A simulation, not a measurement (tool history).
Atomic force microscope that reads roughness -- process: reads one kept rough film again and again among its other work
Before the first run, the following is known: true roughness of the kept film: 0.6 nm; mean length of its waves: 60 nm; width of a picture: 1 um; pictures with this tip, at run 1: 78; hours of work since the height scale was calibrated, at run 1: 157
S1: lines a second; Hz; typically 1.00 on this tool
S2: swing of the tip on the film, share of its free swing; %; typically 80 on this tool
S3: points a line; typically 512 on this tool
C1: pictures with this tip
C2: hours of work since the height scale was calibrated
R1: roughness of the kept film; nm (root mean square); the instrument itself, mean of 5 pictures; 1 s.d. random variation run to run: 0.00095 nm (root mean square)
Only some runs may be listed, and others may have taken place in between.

{"run": 1, "hour": 0.0, "S1": 1.0, "S2": 80, "S3": 512, "C1": 78, "C2": 157, "R1": 0.5743}
{"run": 2, "hour": 7.8, "S1": 1.0, "S2": 80, "S3": 512, "C1": 86, "C2": 160, "R1": 0.5744}
{"run": 3, "hour": 15.6, "S1": 1.0, "S2": 80, "S3": 686, "C1": 93, "C2": 163, "R1": 0.5754}
{"run": 4, "hour": 26.9, "S1": 1.0, "S2": 80, "S3": 686, "C1": 105, "C2": 168, "R1": 0.571}
{"run": 5, "hour": 37.6, "S1": 1.0, "S2": 80, "S3": 686, "C1": 115, "C2": 173, "R1": 0.5704}
{"run": 6, "hour": 47.5, "S1": 1.0, "S2": 80, "S3": 512, "C1": 125, "C2": 177, "R1": 0.5711}
{"run": 7, "hour": 62.5, "S1": 1.0, "S2": 55, "S3": 785, "C1": 139, "C2": 183, "R1": 0.5862}
{"run": 8, "hour": 72.5, "S1": 1.0, "S2": 55, "S3": 785, "C1": 149, "C2": 188, "R1": 0.584}
{"run": 9, "hour": 89.9, "S1": 1.77, "S2": 65, "S3": 785, "C1": 166, "C2": 195, "R1": 0.5744}
{"run": 10, "hour": 100.9, "S1": 0.53, "S2": 80, "S3": 512, "C1": 177, "C2": 200, "R1": 0.5772}
{"run": 11, "hour": 109.1, "S1": 0.99, "S2": 77, "S3": 512, "C1": 185, "C2": 203, "R1": 0.5704}
{"hour": 111.3, "done": "new tip fitted"}
{"run": 12, "hour": 119.5, "S1": 1.23, "S2": 77, "S3": 382, "C1": 8, "C2": 207, "R1": 0.5735}

Run by run, hidden condition taken away, random variation retained:
Unlogged tool condition in this case: radius of the tip, nm; height scale over the true one, %; drift of the gauge itself on roughness_nm, %.
run=1 R1=0.5782
run=2 R1=0.5788
run=3 R1=0.5800
run=4 R1=0.5762
run=5 R1=0.5760
run=6 R1=0.5771
run=7 R1=0.5931
run=8 R1=0.5914
run=9 R1=0.5824
run=10 R1=0.5857
run=11 R1=0.5792
run=12 R1=0.5746
